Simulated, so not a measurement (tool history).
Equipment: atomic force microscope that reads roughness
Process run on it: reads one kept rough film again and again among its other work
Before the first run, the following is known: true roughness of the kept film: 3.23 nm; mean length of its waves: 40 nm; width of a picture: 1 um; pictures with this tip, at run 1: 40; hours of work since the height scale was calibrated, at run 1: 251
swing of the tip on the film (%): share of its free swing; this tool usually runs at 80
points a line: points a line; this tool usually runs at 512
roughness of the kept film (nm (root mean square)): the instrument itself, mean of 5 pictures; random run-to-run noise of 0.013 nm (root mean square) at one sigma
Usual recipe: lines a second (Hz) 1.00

run	hour	lines a second (Hz)	swing of the tip on the film (%)	points a line	pictures with this tip	hours of work since the height scale was calibrated	roughness of the kept film (nm (root mean square))
1	0.0	1.00	80	512	40	251	2.976
2	19.1	1.00	80	512	64	265	2.993
3	50.6	1.00	80	512	104	288	3.003
4	75.9	1.00	80	512	136	307	2.962
5	112.4	1.00	70	512	183	334	3.025
# hour 133.6: new tip fitted
6	156.4	1.07	70	512	29	366	3.043
7	176.2	1.07	81	512	55	381	2.980
8	214.6	1.00	80	634	104	410	2.961
9	251.5	1.00	80	512	151	437	2.992
10	274.7	1.00	80	512	180	454	2.954
# hour 300.8: new tip fitted
11	314.7	1.00	80	512	17	483	2.968
12	347.7	1.00	80	512	60	508	2.985
13	386.5	1.00	69	512	109	537	3.037
14	429.1	1.00	69	512	163	568	3.022
# hour 465.2: new tip fitted
15	476.8	1.00	85	512	14	603	2.942
16	509.3	1.00	85	512	56	627	2.957
17	538.5	1.00	85	512	93	649	2.953
18	564.0	1.00	85	512	126	668	2.944
19	585.7	1.00	85	512	153	684	2.951
20	605.8	1.00	85	512	179	699	2.951
# hour 630.2: new tip fitted
21	647.8	1.00	85	512	23	730	2.955
22	688.9	1.00	85	512	75	760	2.940
23	725.9	1.00	85	512	122	787	2.969
24	755.8	1.00	85	512	160	810	2.957
25	778.8	1.00	66	512	190	827	3.030
# hour 794.3: new tip fitted
26	798.8	1.00	66	512	5	841	3.042
27	836.4	3.08	57	512	53	869	2.993
28	860.0	3.08	57	546	83	886	3.011
29	886.9	1.00	67	271	118	906	3.012
30	912.8	1.00	67	271	151	926	3.018
31	934.7	1.00	67	271	178	942	3.017
# hour 958.8: new tip fitted
32	959.3	1.00	67	271	0	960	3.027
33	979.2	1.00	67	271	26	974	3.023
34	1022.7	3.58	65	280	81	1007	2.916
35	1041.9	3.58	65	280	106	1021	2.907
36	1074.6	3.58	65	280	147	1045	2.877
37	1120.2	3.58	65	280	205	1079	2.882
# hour 1124.6: new tip fitted
38	1141.4	0.64	83	540	22	1094	3.020
39	1186.2	1.57	86	497	79	1127	2.856
40	1214.5	1.57	86	497	115	1149	2.873
41	1238.7	1.57	86	497	146	1166	2.849
42	1266.4	1.57	86	497	181	1187	2.849
# hour 1290.3: new tip fitted
43	1308.7	1.57	86	497	23	1218	2.853
44	1332.1	1.57	86	497	53	1235	2.890
45	1365.4	1.83	64	259	95	1260	2.984
46	1397.1	1.83	89	478	136	1283	2.789
47	1432.4	0.73	80	257	181	1310	2.982
# hour 1457.5: new tip fitted
48	1468.1	0.73	80	257	14	1336	2.995
49	1492.1	0.73	80	257	44	1354	3.015
50	1534.4	1.00	85	851	98	1385	2.930
51	1565.8	2.40	71	929	138	1408	2.946
52	1608.3	2.48	66	736	192	1440	2.970

Take each entry between the runs: how does the hidden state at the last listed run before it differ from the hidden state at the first listed run after it?
After run 5, before run 6: new tip fitted (hour 133.6)
  radius of the tip, nm: 5.4 -> 5.1; height scale over the true one, %: 0.02 -> 0.03
After run 10, before run 11: new tip fitted (hour 300.8)
  radius of the tip, nm: 5.4 -> 5
After run 14, before run 15: new tip fitted (hour 465.2)
  radius of the tip, nm: 5.3 -> 5
After run 20, before run 21: new tip fitted (hour 630.2)
  radius of the tip, nm: 5.4 -> 5; height scale over the true one, %: 0.04 -> 0.05
After run 25, before run 26: new tip fitted (hour 794.3)
  radius of the tip, nm: 5.4 -> 5
After run 31, before run 32: new tip fitted (hour 958.8)
  radius of the tip, nm: 5.3 -> 5
After run 37, before run 38: new tip fitted (hour 1124.6)
  radius of the tip, nm: 5.4 -> 5.1
After run 42, before run 43: new tip fitted (hour 1290.3)
  radius of the tip, nm: 5.4 -> 5.1
After run 47, before run 48: new tip fitted (hour 1457.5)
  radius of the tip, nm: 5.4 -> 5

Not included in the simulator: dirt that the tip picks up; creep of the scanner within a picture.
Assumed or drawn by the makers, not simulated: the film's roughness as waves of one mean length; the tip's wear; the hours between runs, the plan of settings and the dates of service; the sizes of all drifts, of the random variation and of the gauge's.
